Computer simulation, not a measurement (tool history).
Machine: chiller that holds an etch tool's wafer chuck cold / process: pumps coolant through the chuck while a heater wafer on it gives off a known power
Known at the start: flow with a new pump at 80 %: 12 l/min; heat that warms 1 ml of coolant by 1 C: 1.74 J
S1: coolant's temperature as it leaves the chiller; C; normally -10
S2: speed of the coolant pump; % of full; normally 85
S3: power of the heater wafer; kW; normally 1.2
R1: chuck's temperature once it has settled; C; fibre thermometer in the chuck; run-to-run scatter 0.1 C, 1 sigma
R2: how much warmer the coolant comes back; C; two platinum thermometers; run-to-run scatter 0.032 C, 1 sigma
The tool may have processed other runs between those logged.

{"run": 1, "hour": 0.0, "S1": -10, "S2": 85, "S3": 1.2, "R1": -1, "R2": 3.29}
{"run": 2, "hour": 22.6, "S1": -10, "S2": 85, "S3": 1.2, "R1": -0.9, "R2": 3.26}
{"run": 3, "hour": 45.5, "S1": -10, "S2": 85, "S3": 1.2, "R1": -1, "R2": 3.3}
{"run": 4, "hour": 80.6, "S1": -10, "S2": 85, "S3": 1.2, "R1": -1, "R2": 3.32}
{"run": 5, "hour": 120.4, "S1": -10, "S2": 95, "S3": 1.2, "R1": -1.8, "R2": 2.98}
{"run": 6, "hour": 156.0, "S1": -10, "S2": 95, "S3": 1.2, "R1": -1.7, "R2": 2.97}
{"run": 7, "hour": 192.4, "S1": -10, "S2": 85, "S3": 1.026, "R1": -2.4, "R2": 2.77}
{"run": 8, "hour": 214.8, "S1": -6, "S2": 85, "S3": 1.026, "R1": 1.9, "R2": 2.83}
{"run": 9, "hour": 254.5, "S1": -6, "S2": 85, "S3": 1.026, "R1": 2.1, "R2": 2.86}
{"run": 10, "hour": 282.9, "S1": -6, "S2": 85, "S3": 1.026, "R1": 1.8, "R2": 2.8}
{"run": 11, "hour": 327.6, "S1": -6, "S2": 85, "S3": 1.026, "R1": 1.9, "R2": 2.78}
{"run": 12, "hour": 351.0, "S1": -6, "S2": 85, "S3": 1.026, "R1": 1.8, "R2": 2.84}
{"run": 13, "hour": 393.1, "S1": -6, "S2": 85, "S3": 1.026, "R1": 1.8, "R2": 2.82}
{"run": 14, "hour": 420.1, "S1": -6, "S2": 85, "S3": 1.026, "R1": 1.8, "R2": 2.84}
{"run": 15, "hour": 445.4, "S1": -6, "S2": 85, "S3": 1.026, "R1": 1.9, "R2": 2.84}
{"run": 16, "hour": 465.2, "S1": -6, "S2": 85, "S3": 1.765, "R1": 7.3, "R2": 4.86}
{"run": 17, "hour": 510.1, "S1": -6, "S2": 85, "S3": 1.765, "R1": 7.2, "R2": 4.86}
{"run": 18, "hour": 549.5, "S1": -6, "S2": 85, "S3": 1.765, "R1": 7.3, "R2": 4.86}
{"run": 19, "hour": 570.1, "S1": -15, "S2": 87, "S3": 1.748, "R1": -1.9, "R2": 4.68}
{"run": 20, "hour": 611.4, "S1": -1, "S2": 87, "S3": 1.748, "R1": 12.1, "R2": 4.77}
{"run": 21, "hour": 639.7, "S1": -16, "S2": 79, "S3": 1.508, "R1": -3.7, "R2": 4.51}
{"run": 22, "hour": 660.0, "S1": -10, "S2": 74, "S3": 0.745, "R1": -3.3, "R2": 2.4}
{"run": 23, "hour": 696.6, "S1": -20, "S2": 69, "S3": 1.427, "R1": -7.1, "R2": 4.92}
{"run": 24, "hour": 739.3, "S1": -5, "S2": 94, "S3": 1.1, "R1": 2.7, "R2": 2.79}
{"run": 25, "hour": 782.1, "S1": -7, "S2": 95, "S3": 1.252, "R1": 1.7, "R2": 3.13}
{"run": 26, "hour": 824.2, "S1": -7, "S2": 91, "S3": 0.905, "R1": -0.3, "R2": 2.35}
{"run": 27, "hour": 858.8, "S1": -9, "S2": 85, "S3": 1.2, "R1": 0.1, "R2": 3.4}
{"run": 28, "hour": 896.0, "S1": -9, "S2": 85, "S3": 1.2, "R1": 0.3, "R2": 3.37}
{"run": 29, "hour": 927.4, "S1": 0, "S2": 89, "S3": 1.2, "R1": 9, "R2": 3.17}
{"run": 30, "hour": 956.3, "S1": 0, "S2": 89, "S3": 1.2, "R1": 8.9, "R2": 3.23}
{"run": 31, "hour": 978.9, "S1": -11, "S2": 74, "S3": 1.2, "R1": -0.4, "R2": 3.78}

Difference, measured minus no-hidden-state, one row per run. Run-to-run variation is common to both terms; the gauge's own scatter need not be:
Hidden conditions of the tool in this case: heat passed by the chuck's channels, % of clean ones'; flow at a given pump speed, % of a new pump's; coolant's true temperature over the reading, C; drift of the gauge itself on chuck_c, C; drift of the gauge itself on warmer_back_c, C.
run=1 R1=+0.6 R2=+0.04
run=2 R1=+0.6 R2=+0.05
run=3 R1=+0.6 R2=+0.04
run=4 R1=+0.6 R2=+0.05
run=5 R1=+0.6 R2=+0.05
run=6 R1=+0.6 R2=+0.05
run=7 R1=+0.6 R2=+0.05
run=8 R1=+0.6 R2=+0.05
run=9 R1=+0.7 R2=+0.05
run=10 R1=+0.6 R2=+0.05
run=11 R1=+0.7 R2=+0.05
run=12 R1=+0.7 R2=+0.05
run=13 R1=+0.6 R2=+0.06
run=14 R1=+0.7 R2=+0.06
run=15 R1=+0.7 R2=+0.06
run=16 R1=+1 R2=+0.11
run=17 R1=+0.9 R2=+0.1
run=18 R1=+1 R2=+0.11
run=19 R1=+1 R2=+0.1
run=20 R1=+1 R2=+0.11
run=21 R1=+1 R2=+0.1
run=22 R1=+0.7 R2=+0.06
run=23 R1=+1.1 R2=+0.12
run=24 R1=+0.7 R2=+0.07
run=25 R1=+0.8 R2=+0.08
run=26 R1=+0.7 R2=+0.06
run=27 R1=+0.9 R2=+0.09
run=28 R1=+0.9 R2=+0.09
run=29 R1=+0.9 R2=+0.09
run=30 R1=+0.9 R2=+0.09
run=31 R1=+1 R2=+0.11
